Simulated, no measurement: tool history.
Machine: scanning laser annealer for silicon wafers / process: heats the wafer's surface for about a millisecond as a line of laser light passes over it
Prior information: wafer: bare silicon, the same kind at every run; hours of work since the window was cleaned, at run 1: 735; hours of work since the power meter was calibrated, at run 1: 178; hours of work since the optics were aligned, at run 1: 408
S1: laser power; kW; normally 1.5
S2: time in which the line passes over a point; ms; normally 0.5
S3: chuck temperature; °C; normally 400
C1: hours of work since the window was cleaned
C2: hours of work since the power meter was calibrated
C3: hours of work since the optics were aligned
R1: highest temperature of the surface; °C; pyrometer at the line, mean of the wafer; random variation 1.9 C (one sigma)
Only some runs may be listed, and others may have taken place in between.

run 1 hour=0 | S1=1.5 S2=0.5 S3=400 | C1=735 C2=178 C3=408 | R1=1067
run 2 hour=40.3 | S1=1.5 S2=0.5 S3=400 | C1=758 C2=201 C3=432 | R1=1067
run 3 hour=83 | S1=1.5 S2=0.449 S3=400 | C1=783 C2=226 C3=456 | R1=1035
run 4 hour=110.3 | S1=1.5 S2=0.54 S3=400 | C1=799 C2=241 C3=472 | R1=1090
run 5 hour=132.5 | S1=1.5 S2=0.5 S3=400 | C1=811 C2=254 C3=485 | R1=1064
run 6 hour=158.4 | S1=1.5 S2=0.5 S3=400 | C1=826 C2=269 C3=500 | R1=1064
run 7 hour=179.3 | S1=1.5 S2=0.5 S3=400 | C1=839 C2=281 C3=512 | R1=1061
-- hour=192.4 window over the wafer cleaned
run 8 hour=204.1 | S1=1.5 S2=0.451 S3=400 | C1=7 C2=294 C3=525 | R1=1064
run 9 hour=225.7 | S1=1.5 S2=0.481 S3=400 | C1=19 C2=307 C3=538 | R1=1086
run 10 hour=261.3 | S1=1.649 S2=0.58 S3=417 | C1=40 C2=328 C3=558 | R1=1232
run 11 hour=293.9 | S1=1.645 S2=0.5 S3=400 | C1=59 C2=346 C3=577 | R1=1159
run 12 hour=313.9 | S1=1.645 S2=0.5 S3=400 | C1=70 C2=358 C3=589 | R1=1160
run 13 hour=357 | S1=1.333 S2=0.469 S3=425 | C1=95 C2=383 C3=614 | R1=1026
run 14 hour=380.3 | S1=1.439 S2=0.513 S3=431 | C1=109 C2=396 C3=627 | R1=1099
run 15 hour=403.9 | S1=1.319 S2=0.513 S3=412 | C1=122 C2=410 C3=641 | R1=1023
run 16 hour=435.6 | S1=1.5 S2=0.508 S3=397 | C1=140 C2=428 C3=659 | R1=1090
run 17 hour=466.8 | S1=1.5 S2=0.508 S3=397 | C1=159 C2=446 C3=677 | R1=1086

What if the next run were any one of these 3? Each begins from the tool's condition after run 17:
run A hour=496.9 | S1=1.371 S2=0.386 S3=400 | C1=176 C2=464 C3=694 | R1=?
run B hour=496.9 | S1=1.5 S2=0.5 S3=434 | C1=176 C2=464 C3=694 | R1=?
run C hour=496.9 | S1=1.483 S2=0.452 S3=370 | C1=176 C2=464 C3=694 | R1=?

run=A R1=965
run=B R1=1122
run=C R1=1022
Without the tool's hidden state the same runs would have given:
run=A R1=977
run=B R1=1137
run=C R1=1036
